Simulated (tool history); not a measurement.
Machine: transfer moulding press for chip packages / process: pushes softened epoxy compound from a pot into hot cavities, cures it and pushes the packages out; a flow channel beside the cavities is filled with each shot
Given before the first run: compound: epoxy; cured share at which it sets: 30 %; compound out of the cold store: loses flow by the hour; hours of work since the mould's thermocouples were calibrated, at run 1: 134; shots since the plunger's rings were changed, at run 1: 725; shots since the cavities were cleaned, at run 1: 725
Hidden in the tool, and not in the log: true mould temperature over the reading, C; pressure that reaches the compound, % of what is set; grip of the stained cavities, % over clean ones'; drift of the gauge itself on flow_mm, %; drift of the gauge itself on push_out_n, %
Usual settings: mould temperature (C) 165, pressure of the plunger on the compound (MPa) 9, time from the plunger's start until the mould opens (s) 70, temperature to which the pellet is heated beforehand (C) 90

| run | hour | mould temperature (C) | pressure of the plunger on the compound (MPa) | time from the plunger's start until the mould opens (s) | temperature to which the pellet is heated beforehand (C) | hours of work since the mould's thermocouples were calibrated | shots since the plunger's rings were changed | shots since the cavities were cleaned | incoming compound's hours out of the cold store | length that the compound runs in the flow channel (mm) | greatest force on the pins that push the packages out (N) |
|---|---|---|---|---|---|---|---|---|---|---|---|
| 1 | 0 | 165 | 9 | 70 | 90 | 134 | 725 | 725 | 12.6 | 911 | 686 |
| 2 | 9.8 | 165 | 9 | 70 | 90 | 138 | 819 | 819 | 39.7 | 760 | 659 |
|  | 16.6 | cavities cleaned with cleaning compound and waxed |
| 3 | 24.3 | 165 | 9 | 70 | 90 | 144 | 945 | 74 | 14.3 | 888 | 532 |
| 4 | 34.5 | 165 | 9 | 70 | 90 | 148 | 1044 | 173 | 10 | 915 | 593 |
| 5 | 41.9 | 165 | 9 | 70 | 90 | 151 | 1115 | 244 | 26.7 | 819 | 555 |
| 6 | 53.5 | 165 | 9 | 70 | 94 | 157 | 1227 | 356 | 35.4 | 776 | 562 |
| 7 | 63.9 | 165 | 9 | 70 | 94 | 161 | 1327 | 456 | 35 | 778 | 598 |
| 8 | 70.4 | 164 | 9 | 70 | 90 | 164 | 1391 | 520 | 31.9 | 797 | 628 |
| 9 | 80.4 | 164 | 9 | 56 | 90 | 168 | 1487 | 616 | 20.3 | 840 | 1209 |
| 10 | 88.8 | 165 | 9 | 70 | 99 | 172 | 1568 | 697 | 12.2 | 880 | 654 |
| 11 | 97.7 | 165 | 9 | 70 | 94 | 176 | 1654 | 783 | 30.6 | 794 | 676 |
| 12 | 104.1 | 165 | 9 | 70 | 94 | 179 | 1716 | 845 | 24.9 | 828 | 671 |
|  | 108.1 | cavities cleaned with cleaning compound and waxed |
| 13 | 113.5 | 165 | 9 | 70 | 94 | 182 | 1792 | 51 | 44.1 | 723 | 447 |
| 14 | 126 | 165 | 9 | 70 | 94 | 188 | 1913 | 172 | 11 | 897 | 538 |
| 15 | 133.5 | 165 | 9 | 70 | 94 | 191 | 1986 | 245 | 19.4 | 834 | 573 |
| 16 | 148.2 | 163 | 7.1 | 55 | 90 | 198 | 2127 | 386 | 17.3 | 779 | 1207 |
| 17 | 155 | 165 | 9.8 | 70 | 90 | 201 | 2193 | 452 | 27.6 | 841 | 591 |
| 18 | 169.3 | 165 | 9.8 | 70 | 90 | 207 | 2332 | 591 | 12.6 | 919 | 663 |
| 19 | 179.1 | 165 | 8.18 | 70 | 81 | 211 | 2426 | 685 | 22.4 | 786 | 651 |
| 20 | 190.5 | 165 | 8.18 | 70 | 81 | 216 | 2536 | 795 | 37.2 | 723 | 643 |
|  | 199.7 | cavities cleaned with cleaning compound and waxed |
| 21 | 205.5 | 165 | 8.18 | 70 | 81 | 222 | 2666 | 55 | 27.6 | 752 | 486 |
| 22 | 212.2 | 165 | 8.18 | 70 | 81 | 225 | 2731 | 120 | 8.1 | 854 | 577 |
| 23 | 224.2 | 167 | 8.72 | 70 | 90 | 231 | 2847 | 236 | 30.1 | 766 | 470 |
| 24 | 233.3 | 167 | 8.72 | 70 | 90 | 235 | 2936 | 325 | 47.6 | 681 | 517 |
| 25 | 244.3 | 167 | 8.72 | 61 | 90 | 239 | 3041 | 430 | 16.7 | 821 | 751 |
| 26 | 257.8 | 167 | 8.72 | 61 | 90 | 245 | 3172 | 561 | 13.6 | 839 | 800 |
| 27 | 273.2 | 165 | 9 | 76 | 90 | 252 | 3321 | 710 | 12.9 | 873 | 572 |
| 28 | 282.6 | 165 | 9 | 76 | 90 | 256 | 3412 | 801 | 34.6 | 744 | 553 |
|  | 292.4 | cavities cleaned with cleaning compound and waxed |
| 29 | 299.8 | 164 | 8.54 | 70 | 90 | 263 | 3564 | 72 | 9 | 858 | 582 |
| 30 | 313 | 164 | 8.54 | 70 | 90 | 269 | 3691 | 199 | 26 | 777 | 588 |

3 ways to go on from here, each from the tool as it stands after run 30. What would each give?
| A | 321.2 | 165 | 9 | 79 | 90 | 273 | 3770 | 278 | 17.8 | ? | ? |
| B | 321.2 | 164 | 8.54 | 70 | 94 | 273 | 3770 | 278 | 8.7 | ? | ? |
| C | 321.2 | 172 | 8.54 | 99 | 88 | 273 | 3770 | 278 | 29.4 | ? | ? |

| run | length that the compound runs in the flow channel (mm) | greatest force on the pins that push the packages out (N) |
|---|---|---|
| A | 827 | 479 |
| B | 862 | 643 |
| C | 730 | 386 |
With the hidden condition removed and each run's random variation left untouched, the same runs would have given:
| run | length that the compound runs in the flow channel (mm) | greatest force on the pins that push the packages out (N) |
|---|---|---|
| A | 888 | 375 |
| B | 926 | 506 |
| C | 784 | 300 |
